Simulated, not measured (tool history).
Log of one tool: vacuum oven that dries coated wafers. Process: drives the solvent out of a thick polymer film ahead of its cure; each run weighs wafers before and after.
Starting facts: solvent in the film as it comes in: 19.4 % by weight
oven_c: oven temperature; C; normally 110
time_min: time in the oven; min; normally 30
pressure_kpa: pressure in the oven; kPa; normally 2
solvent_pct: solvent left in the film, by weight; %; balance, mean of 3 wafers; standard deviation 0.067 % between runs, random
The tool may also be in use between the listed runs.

run,hour,oven_c,time_min,pressure_kpa,solvent_pct
1,0,110,30,2,4.32
2,20.8,110,30,6.51,12
3,44.2,110,30,6.51,12.26
4,75.5,110,30,6.51,12.34
5,100.9,110,30,2.46,5.16
6,126.8,110,30,2.46,5.15
7,153.5,110,30,2.46,5.08
8,174.4,110,30,2.46,5.16
9,197.4,110,30,2.46,5
10,213.6,110,30,2,4.36
11,226.8,110,30,2,4.36
12,254.3,110,30,2,4.26
13,283.5,110,30,2,4.24
14,306.9,110,30,2,4.35
15,324,104,30,2,6.21
16,343,104,30,2,6.15
17,363.1,110,30,2,4.42
18,381.2,110,30,2,4.19
19,411.5,110,30,2,4.3
20,442.6,110,30,2,4.37
21,459.2,110,30,2,4.35
22,472.6,110,42,2,3.91
23,498.3,110,30,2,4.3
24,524.7,110,46,2,3.92
25,548,101,26,6.68,17.4
26,578.9,101,26,6.68,17.46
27,605.4,125,47,3.81,4.43
28,625.6,115,16,2.65,5.66
29,645.3,117,42,2.4,3.72
30,670.3,96,30,1.33,8.68
31,693.8,96,30,1.33,8.42
32,709.2,111,22,5.79,11.21
33,730.9,111,22,5.79,11.45
34,744.8,111,22,5.79,11.3
35,769.8,111,22,5.79,10.78
36,791.1,112,19,5.79,10.78
37,817.6,112,19,5.79,10.97
38,837.2,100,44,4.18,11.73
39,856,100,44,4.18,11.85
40,879.6,100,38,1.71,6.42
41,908.5,112,17,1.71,4.95
42,921.6,112,17,1.12,4.03
43,936,112,17,1.12,4.03
44,964.9,110,30,4.35,8.47
45,995.2,105,35,4.35,10.09
46,1025.5,118,23,1.29,2.12

Put back what was entered between runs (3 entries, withheld): which listed runs does each sit between, and how does the hidden state differ from the listed run before to the listed run after?
Logged between run 24 and run 25: oven's thermocouples calibrated (hour 530.9)
  true wafer temperature over the reading, C: 0.95 -> 0.15; true pressure over the reading, kPa: 0.093 -> 0.097
  measured result minus the result with no hidden state, solvent_pct: +0.01 -> +0.11 %
Logged between run 29 and run 30: vacuum gauge cleaned of residue and calibrated (hour 648.2)
  true wafer temperature over the reading, C: 0.22 -> 0.24; true pressure over the reading, kPa: 0.112 -> 0.164
  measured result minus the result with no hidden state, solvent_pct: +0.13 -> +0.26 %
Logged between run 34 and run 35: vacuum gauge cleaned of residue and calibrated, once more (hour 756.7)
  true wafer temperature over the reading, C: 0.3 -> 0.31; true pressure over the reading, kPa: 0.176 -> 0.001
  measured result minus the result with no hidden state, solvent_pct: +0.15 -> -0.13 %

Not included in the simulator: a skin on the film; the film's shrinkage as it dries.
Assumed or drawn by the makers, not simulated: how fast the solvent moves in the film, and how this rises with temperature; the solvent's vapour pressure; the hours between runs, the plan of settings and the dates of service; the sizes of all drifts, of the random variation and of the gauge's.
